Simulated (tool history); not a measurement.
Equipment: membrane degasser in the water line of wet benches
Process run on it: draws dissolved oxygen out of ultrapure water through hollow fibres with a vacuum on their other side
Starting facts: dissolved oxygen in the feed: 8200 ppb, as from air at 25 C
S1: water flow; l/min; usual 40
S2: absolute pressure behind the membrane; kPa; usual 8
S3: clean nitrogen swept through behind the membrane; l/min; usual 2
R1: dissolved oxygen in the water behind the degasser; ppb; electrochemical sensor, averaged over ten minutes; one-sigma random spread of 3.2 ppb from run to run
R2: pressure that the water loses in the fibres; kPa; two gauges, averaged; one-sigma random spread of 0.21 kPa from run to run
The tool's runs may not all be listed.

run	day	S1	S2	S3	R1	R2
1	0	40	8	2	320.4	50.84
2	2.438	40	8	2	328.7	50.77
3	4.683	40	8	2	323.8	50.63
4	5.858	40	8	2	315.6	50.71
5	7.146	40	8.75	2	348.1	50.72
6	9.492	40	8.75	2	349	50.66
7	11.208	57	8.75	2	486	72.4
8	13.408	57	8.75	2	490.6	72.71
9	14.775	32	8.75	2	283.2	40.52
10	17.083	40	8.18	2	317.7	50.67
11	18.479	40	8.18	2	332.1	50.54
12	20.454	40	8	2	323.3	50.32
13	22.221	40	8	2	319.1	50.9
14	24.329	40	8	2	317.3	50.5
15	25.342	40	8	2	321.9	50.66
16	26.333	36	8	2.05	282.8	45.53
17	28.733	32	10.58	1.73	383.7	40.49
18	30.567	32	10.58	1.73	378.6	40.57
19	31.962	35	14.87	2.92	403.1	44.7
20	34.229	49	8.77	4.28	291.7	62.13
21	35.904	49	7.52	1.55	424.2	62.24
22	37.583	40	8	1.54	375.1	50.7
23	38.892	40	8.85	3.28	269.9	50.55
24	40.054	63	13.75	4.73	498	80.05
25	41.225	32	12.81	1.41	545.9	40.38
26	43.454	61	17.64	2	1007	77.04
27	44.554	40	7.91	2	315.4	50.73
28	45.588	48	10.79	2	515.9	60.86
29	47.979	48	10.79	2	517.7	60.82

The log once held 2 entries between its listed runs, left out of this copy. Where does each go, and what is different about the tool's unlogged condition between the listed run before it and the listed run after it?
After run 1, before run 2: vacuum gauge calibrated (day 0.95)
  true pressure behind the membrane over the reading, kPa: 0.01 -> 0
After run 18, before run 19: seals of the vacuum lines changed (day 31.604)
  air that leaks in behind the membrane, l/min: 0.0029 -> 0.002
